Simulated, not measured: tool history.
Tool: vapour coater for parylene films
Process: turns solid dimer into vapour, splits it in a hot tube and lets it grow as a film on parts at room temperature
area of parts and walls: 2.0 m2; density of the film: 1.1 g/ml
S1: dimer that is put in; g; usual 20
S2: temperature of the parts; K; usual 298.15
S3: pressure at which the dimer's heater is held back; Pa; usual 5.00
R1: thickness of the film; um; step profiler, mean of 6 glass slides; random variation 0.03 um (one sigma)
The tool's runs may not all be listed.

run    hour  S1      S2     S3     R1
  1     0.0  20  298.15   5.00   6.36
  2    34.3  20  295.15   5.00   6.84
  3    67.7  20  298.15   5.00   6.36
  4   102.8  20  298.15   5.00   6.36
  5   138.3  20  298.15   5.00   6.28
  6   163.7  20  298.15   5.00   6.28
  7   181.3  20  298.15   5.00   6.28
  8   199.1  20  298.15   5.00   6.19
  9   225.7  20  298.15   5.00   6.22
 10   260.2  20  298.15   4.61   5.76
 11   285.7  20  298.15  10.51   5.20
 12   316.5  20  298.15   5.00   6.93
 13   346.5  20  295.15   5.00   7.37
 14   383.3  20  298.15  10.08   6.27
 15   402.8  20  298.15  10.08   6.24
 16   439.2  20  298.15  10.08   6.26
 17   472.0  20  298.15  10.08   6.18
 18   491.4  20  298.15  10.08   6.20
 19   529.7  20  298.15   3.95   6.97
 20   545.8  20  298.15   3.95   6.93
 21   568.7  20  298.15   9.50   6.20
 22   584.5  20  298.15   9.50   6.17
 23   613.8  28  299.15   4.07   9.33
 24   634.5  28  305.15   4.07   8.24
 25   668.9  13  305.15   4.21   3.83
 26   694.6  13  305.15   4.21   3.79
 27   725.3  13  305.15   4.21   3.77
 28   750.1  20  299.15   3.83   6.64
 29   767.3  20  299.15   3.83   6.59
 30   797.9  20  299.15   3.83   6.57
 31   824.4  18  295.15   9.87   5.74
 32   860.6  15  308.15   5.47   3.86
 33   877.0   8  299.15   7.31   2.40
 34   898.2   8  299.15   7.31   2.40
 35   923.5  15  290.15   9.58   5.35
 36   954.2  20  291.15   5.00   7.55
 37   982.7  17  291.15  10.58   5.81
 38  1015.5  12  298.15   5.29   3.85
 39  1041.0  27  291.15   6.00   9.71
 40  1079.6  27  291.15   6.00   9.75
 41  1104.7  33  298.15   2.71  11.24

Not shown: 2 entries that the log had between the listed runs. Between which runs, and how does the tool's hidden state differ before and after?
Between runs 9 and 10: trap's valve overhauled (hour 231.3)
  vapour lost through the trap's worn valve, %: 10.1 -> 17.2; true temperature of the parts over the reading, C: -0.37 -> -0.38
  measured less the result without the state, R1: -0.64 -> -1.14 um
Between runs 11 and 12: trap's valve overhauled, once more (hour 306.5)
  vapour lost through the trap's worn valve, %: 17.4 -> 0.3; true temperature of the parts over the reading, C: -0.38 -> -0.39
  measured less the result without the state, R1: -1.04 -> +0.04 um
